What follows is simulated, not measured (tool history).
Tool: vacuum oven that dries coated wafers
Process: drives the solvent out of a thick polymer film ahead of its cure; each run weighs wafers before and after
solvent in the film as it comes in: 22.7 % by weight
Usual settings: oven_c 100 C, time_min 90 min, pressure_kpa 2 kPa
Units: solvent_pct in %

run 1 hour=0 | oven_c=100 time_min=90 pressure_kpa=2 | solvent_pct=4.68
run 2 hour=44.4 | oven_c=100 time_min=90 pressure_kpa=2 | solvent_pct=4.71
run 3 hour=68.7 | oven_c=100 time_min=90 pressure_kpa=2 | solvent_pct=4.7
run 4 hour=104.8 | oven_c=100 time_min=90 pressure_kpa=2 | solvent_pct=4.73
run 5 hour=133.1 | oven_c=100 time_min=90 pressure_kpa=2 | solvent_pct=4.75
run 6 hour=160.9 | oven_c=100 time_min=85 pressure_kpa=2 | solvent_pct=5.1
run 7 hour=193.1 | oven_c=100 time_min=90 pressure_kpa=4.97 | solvent_pct=5.58
run 8 hour=218.6 | oven_c=100 time_min=90 pressure_kpa=4.97 | solvent_pct=5.63
run 9 hour=272.8 | oven_c=100 time_min=90 pressure_kpa=4.97 | solvent_pct=5.55
run 10 hour=310.6 | oven_c=100 time_min=90 pressure_kpa=2 | solvent_pct=4.72
run 11 hour=362.8 | oven_c=100 time_min=90 pressure_kpa=1.58 | solvent_pct=4.59
run 12 hour=395 | oven_c=100 time_min=90 pressure_kpa=2 | solvent_pct=4.74
run 13 hour=430 | oven_c=100 time_min=90 pressure_kpa=2 | solvent_pct=4.75
run 14 hour=477.5 | oven_c=100 time_min=90 pressure_kpa=2 | solvent_pct=4.83
run 15 hour=511 | oven_c=100 time_min=90 pressure_kpa=2 | solvent_pct=4.82
run 16 hour=554.6 | oven_c=100 time_min=90 pressure_kpa=2 | solvent_pct=4.84
run 17 hour=604.4 | oven_c=100 time_min=90 pressure_kpa=2 | solvent_pct=4.85
run 18 hour=648.3 | oven_c=100 time_min=147 pressure_kpa=2 | solvent_pct=2.07
run 19 hour=682 | oven_c=100 time_min=147 pressure_kpa=2 | solvent_pct=2.09
run 20 hour=713.3 | oven_c=100 time_min=90 pressure_kpa=2 | solvent_pct=4.42
run 21 hour=749 | oven_c=100 time_min=98 pressure_kpa=2 | solvent_pct=3.93
run 22 hour=800.7 | oven_c=100 time_min=46 pressure_kpa=2 | solvent_pct=8.77
run 23 hour=829.1 | oven_c=100 time_min=97 pressure_kpa=2 | solvent_pct=4.06
run 24 hour=866.7 | oven_c=100 time_min=136 pressure_kpa=2 | solvent_pct=2.41
run 25 hour=909 | oven_c=95 time_min=158 pressure_kpa=2 | solvent_pct=2.93
run 26 hour=951.3 | oven_c=86 time_min=79 pressure_kpa=7.05 | solvent_pct=11.82
run 27 hour=984.1 | oven_c=103 time_min=151 pressure_kpa=4.49 | solvent_pct=2.27
run 28 hour=1026.1 | oven_c=103 time_min=151 pressure_kpa=4.49 | solvent_pct=2.27
run 29 hour=1072.3 | oven_c=100 time_min=152 pressure_kpa=1.43 | solvent_pct=1.86
run 30 hour=1107.6 | oven_c=100 time_min=152 pressure_kpa=1.43 | solvent_pct=1.84
run 31 hour=1150.9 | oven_c=100 time_min=85 pressure_kpa=2 | solvent_pct=4.86
run 32 hour=1183 | oven_c=100 time_min=85 pressure_kpa=2 | solvent_pct=4.88
run 33 hour=1206.2 | oven_c=100 time_min=55 pressure_kpa=6.17 | solvent_pct=8.67
run 34 hour=1229.1 | oven_c=100 time_min=55 pressure_kpa=6.17 | solvent_pct=8.69
run 35 hour=1254.7 | oven_c=100 time_min=55 pressure_kpa=4.74 | solvent_pct=8.33
run 36 hour=1297.6 | oven_c=106 time_min=100 pressure_kpa=3.76 | solvent_pct=2.88
run 37 hour=1351 | oven_c=93 time_min=100 pressure_kpa=4.18 | solvent_pct=6.98
run 38 hour=1404.1 | oven_c=93 time_min=100 pressure_kpa=4.18 | solvent_pct=6.94
run 39 hour=1457.5 | oven_c=107 time_min=72 pressure_kpa=4.15 | solvent_pct=4.35
run 40 hour=1494.5 | oven_c=106 time_min=72 pressure_kpa=4.15 | solvent_pct=4.66
run 41 hour=1527.6 | oven_c=106 time_min=72 pressure_kpa=4.15 | solvent_pct=4.65
run 42 hour=1560.3 | oven_c=101 time_min=107 pressure_kpa=2.1 | solvent_pct=3.41

Not shown: 3 entries that the log had between the listed runs. Between which runs, and how does the tool's hidden state differ before and after?
Between runs 8 and 9: vacuum gauge cleaned of residue and calibrated (hour 257.4)
  true wafer temperature over the reading, C: -1.06 -> -1.09; true pressure over the reading, kPa: 0.155 -> 0.01
  measured less the result without the state, solvent_pct: +0.39 -> +0.36 %
Between runs 13 and 14: oven's thermocouples calibrated (hour 461.5)
  true wafer temperature over the reading, C: -1.18 -> -1.44; true pressure over the reading, kPa: 0.022 -> 0.025
  measured less the result without the state, solvent_pct: +0.36 -> +0.44 %
Between runs 17 and 18: oven's thermocouples calibrated, once more (hour 638.3)
  true wafer temperature over the reading, C: -1.51 -> -0.16; true pressure over the reading, kPa: 0.035 -> 0.038
  measured less the result without the state, solvent_pct: +0.47 -> +0.05 %

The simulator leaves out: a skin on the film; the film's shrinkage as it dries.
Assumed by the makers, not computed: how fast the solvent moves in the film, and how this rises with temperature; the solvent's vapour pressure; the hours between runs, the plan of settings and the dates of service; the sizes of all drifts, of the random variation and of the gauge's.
